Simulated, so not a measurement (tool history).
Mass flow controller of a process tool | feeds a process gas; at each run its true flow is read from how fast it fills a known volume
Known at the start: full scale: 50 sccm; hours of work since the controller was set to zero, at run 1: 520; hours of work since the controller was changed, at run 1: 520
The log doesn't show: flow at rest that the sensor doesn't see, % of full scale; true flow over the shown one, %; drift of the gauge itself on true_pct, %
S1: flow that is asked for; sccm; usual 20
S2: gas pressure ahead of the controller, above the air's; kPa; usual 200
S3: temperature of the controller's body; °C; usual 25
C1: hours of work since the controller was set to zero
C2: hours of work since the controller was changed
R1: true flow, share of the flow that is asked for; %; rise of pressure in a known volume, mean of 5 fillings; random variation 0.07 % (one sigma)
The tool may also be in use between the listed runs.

run      day  S1   S2  S3    C1    C2     R1
  1    0.000  20  200  25   520   520  99.01
  2    3.888  20  200  25   586   586  98.92
  3    6.617  20  200  25   633   633  98.98
  4    8.225  20  200  25   660   660  98.94
  5   11.721  20  200  25   720   720  99.00
  6   14.383  20  200  25   765   765  98.96
  7   17.633   9  200  25   821   821  98.08
  8   20.296   9  200  25   866   866  98.09
  9   23.988   9  200  25   930   930  98.07
 10   26.729   9  200  25   976   976  97.90
 11   29.346  17  200  25  1021  1021  98.74
 12   32.612  20  200  25  1077  1077  98.94
 13   34.517  20  200  25  1109  1109  98.96
 14   38.133  20  214  25  1171  1171  99.01
 15   41.812  20  214  25  1234  1234  98.83
 16   45.629  20  214  25  1299  1299  99.00
 17   47.662  20  214  25  1334  1334  98.90
 18   50.454  20  214  25  1382  1382  98.99
 19   52.154  20  214  25  1411  1411  98.95
 20   55.312  20  200  25  1465  1465  98.92
 21   57.500  20  200  25  1502  1502  98.84
 22   60.617  20  200  25  1556  1556  98.74
 23   63.138  20  200  25  1599  1599  98.64
 24   66.475  20  200  25  1656  1656  98.88
 25   68.329  15  243  31  1687  1687  98.26
 26   70.862  20  200  21  1731  1731  99.07
 27   72.562  20  200  21  1760  1760  99.03
 28   74.358  20  200  21  1790  1790  99.02
 29   77.167  15  209  25  1838  1838  98.42
      77.371  -- controller's zero set anew
 30   80.883  15  172  25    60  1902  97.84
 31   84.725  20  146  37   126  1967  97.51
 32   87.975  27  146  23   181  2023  98.67
      91.258  -- controller's zero set anew, once more
 33   91.367  27  146  23     2  2080  99.51
 34   94.567  27  146  23    57  2135  99.51
 35   97.346  27  146  23   104  2183  99.61
 36  100.592   5  198  23   160  2238  99.01
 37  102.338   5  198  23   189  2268  99.08
 38  104.212  18  279  35   221  2300  99.60
 39  108.183   9  269  31   289  2368  99.33
 40  110.525  30  200  37   329  2408  99.17
 41  113.325  30  200  37   377  2456  99.20
 42  115.942   5  169  31   422  2500  97.97
 43  117.967   5  169  31   456  2535  97.79
 44  120.900   5  169  31   507  2585  97.92
 45  124.112   8  200  25   561  2640  98.80
 46  126.467  20  200  37   602  2680  98.85
 47  128.196  20  175  25   631  2710  99.47

3 ways to go on from here, each from the tool as it stands after run 47. What would each give?
  A  131.204  20  231  25  683  2761   ?
  B  131.204  20  182  25  683  2761   ?
  C  131.204   5  191  26  683  2761   ?

run     R1
  A  99.81
  B  99.47
  C  98.11
Without the tool's hidden state the same runs would have given:
run     R1
  A  99.64
  B  99.30
  C  99.01

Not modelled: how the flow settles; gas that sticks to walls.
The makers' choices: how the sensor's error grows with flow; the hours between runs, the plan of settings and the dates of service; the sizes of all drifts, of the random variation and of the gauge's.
